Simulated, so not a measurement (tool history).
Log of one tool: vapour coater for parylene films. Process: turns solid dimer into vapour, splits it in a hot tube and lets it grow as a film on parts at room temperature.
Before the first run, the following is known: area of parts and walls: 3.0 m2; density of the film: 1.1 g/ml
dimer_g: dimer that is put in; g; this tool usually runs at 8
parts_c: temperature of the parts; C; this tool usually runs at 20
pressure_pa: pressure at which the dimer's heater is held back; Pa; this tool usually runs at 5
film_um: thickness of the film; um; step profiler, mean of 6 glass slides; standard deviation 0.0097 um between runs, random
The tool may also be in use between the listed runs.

| run | hour | dimer_g | parts_c | pressure_pa | film_um |
|---|---|---|---|---|---|
| 1 | 0 | 8 | 20 | 5 | 1.32 |
| 2 | 39.8 | 8 | 27 | 5 | 1.07 |
| 3 | 75.7 | 8 | 27 | 5 | 1.093 |
| 4 | 122.7 | 8 | 27 | 5 | 1.09 |
| 5 | 183.2 | 8 | 20 | 5 | 1.319 |
| 6 | 230.9 | 8 | 25 | 5 | 1.156 |
| 7 | 271.8 | 8 | 20 | 5 | 1.285 |
| 8 | 316.5 | 10 | 20 | 5 | 1.628 |
| 9 | 344.1 | 10 | 20 | 5 | 1.63 |
| 10 | 371.9 | 10 | 20 | 5 | 1.611 |
| 11 | 432.7 | 10 | 20 | 5 | 1.605 |
| 12 | 477.6 | 8 | 20 | 2.17 | 1.36 |
| 13 | 517 | 8 | 20 | 10.13 | 1.234 |
| 14 | 549.6 | 8 | 20 | 10.13 | 1.219 |
| 15 | 584.8 | 8 | 20 | 5 | 1.276 |
| 16 | 616.8 | 8 | 20 | 5 | 1.27 |
| 17 | 658.1 | 8 | 20 | 5 | 1.252 |
| 18 | 696.6 | 8 | 20 | 5 | 1.254 |
| 19 | 725.8 | 8 | 20 | 4.96 | 1.259 |
| 20 | 757.4 | 8 | 20 | 4.96 | 1.259 |
| 21 | 803.5 | 8 | 20 | 4.96 | 1.267 |
|  | 835.3 | trap's valve overhauled |
| 22 | 862.9 | 8 | 20 | 4.96 | 1.294 |
| 23 | 895.6 | 8 | 20 | 4.96 | 1.313 |
| 24 | 928.7 | 8 | 20 | 4.96 | 1.315 |
| 25 | 956.2 | 5 | 29 | 4.62 | 0.637 |
| 26 | 1017.8 | 9 | 30 | 6.04 | 1.093 |
| 27 | 1061.5 | 3 | 20 | 2.76 | 0.506 |
| 28 | 1117.5 | 6 | 20 | 5.51 | 0.96 |
| 29 | 1159.3 | 6 | 20 | 5.51 | 0.967 |
| 30 | 1202 | 7 | 20 | 4.71 | 1.132 |
| 31 | 1259.2 | 8 | 19 | 3.24 | 1.336 |
| 32 | 1293.8 | 8 | 19 | 3.24 | 1.367 |
| 33 | 1352.1 | 4 | 19 | 9.48 | 0.631 |
| 34 | 1391 | 4 | 19 | 9.48 | 0.597 |
| 35 | 1426.5 | 14 | 20 | 3.86 | 2.251 |
|  | 1446.3 | table's thermometer calibrated |
| 36 | 1465.7 | 7 | 19 | 8.75 | 1.12 |
| 37 | 1504 | 7 | 19 | 5.59 | 1.141 |
| 38 | 1560.4 | 10 | 20 | 7.69 | 1.563 |
| 39 | 1600.5 | 10 | 20 | 7.69 | 1.561 |
| 40 | 1659.9 | 10 | 26 | 4.31 | 1.367 |
|  | 1667.3 | trap's valve overhauled |
| 41 | 1715.6 | 10 | 26 | 4.31 | 1.427 |
| 42 | 1762.6 | 9 | 18 | 2.09 | 1.683 |
| 43 | 1822.4 | 8 | 31 | 5 | 0.963 |
| 44 | 1864 | 8 | 24 | 11.49 | 1.133 |
| 45 | 1925.4 | 8 | 12 | 2.44 | 1.706 |
| 46 | 1985.3 | 4 | 17 | 4.64 | 0.723 |
| 47 | 2036.3 | 8 | 17 | 8.78 | 1.388 |

Consider 3 possible next runs. They are alternatives, not a sequence: every one starts from the tool as it was left by run 47. What does each give?
| A | 2079.3 | 5 | 30 | 4.92 | ? |
| B | 2079.3 | 8 | 31 | 4.27 | ? |
| C | 2079.3 | 11 | 13 | 8.86 | ? |

| run | film_um |
|---|---|
| A | 0.625 |
| B | 0.974 |
| C | 2.084 |
Take away the tool's hidden state, keep each run's random variation, and the runs would have read:
| run | film_um |
|---|---|
| A | 0.643 |
| B | 1.003 |
| C | 2.146 |
